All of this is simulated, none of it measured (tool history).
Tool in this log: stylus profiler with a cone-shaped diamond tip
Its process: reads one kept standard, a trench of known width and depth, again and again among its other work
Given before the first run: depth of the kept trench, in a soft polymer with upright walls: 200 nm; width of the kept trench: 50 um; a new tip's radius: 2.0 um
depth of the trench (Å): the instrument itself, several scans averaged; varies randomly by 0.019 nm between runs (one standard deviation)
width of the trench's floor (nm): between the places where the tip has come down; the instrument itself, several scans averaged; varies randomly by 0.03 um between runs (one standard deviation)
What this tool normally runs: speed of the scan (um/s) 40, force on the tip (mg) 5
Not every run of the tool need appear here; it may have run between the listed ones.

run,hour,speed of the scan (um/s),force on the tip (mg),depth of the trench (Å),width of the trench's floor (nm)
1,0,40,5,2020.4,48050
2,12.4,40,5,2020.4,48070
3,21.3,11,5,2020.3,48170
4,30.2,11,5,2020.5,48170
5,44,22,5,2020.5,48120
# hour 46.3: height scale calibrated on a step standard
6,54.7,29,5,2020.2,48100
7,69.1,40,5,2020.3,48120
8,85.8,40,3.18,2014.5,48000
9,105.7,40,3.18,2014.9,48000
10,115.4,23,8.87,2029.6,48140
11,130.2,23,8.87,2029.4,48120
# hour 146.1: height scale calibrated on a step standard, once more
12,147.2,19,4.44,2019.2,48150
13,156.5,18,4.13,2017.7,48110
14,165.2,24,7.46,2026.3,48110
15,176.9,20,5.77,2022.4,48090
16,193.1,20,5.77,2022.3,48160

Consider 5 possible next runs. They are alternatives, not a sequence: every one starts from the tool as it was left by run 16. What does each give?
A,208,46,1.68,?,?
B,208,32,5.66,?,?
C,208,86,3.97,?,?
D,208,39,6.37,?,?
E,208,16,5,?,?

run,depth of the trench (Å),width of the trench's floor (nm)
A,2009.8,47830
B,2022.1,48020
C,2017.3,47820
D,2023.5,48080
E,2020.3,48110
With no hidden state in the tool, these same runs would have given:
run,depth of the trench (Å),width of the trench's floor (nm)
A,2010.2,47920
B,2022.4,48110
C,2017.6,47910
D,2023.9,48170
E,2020.7,48200
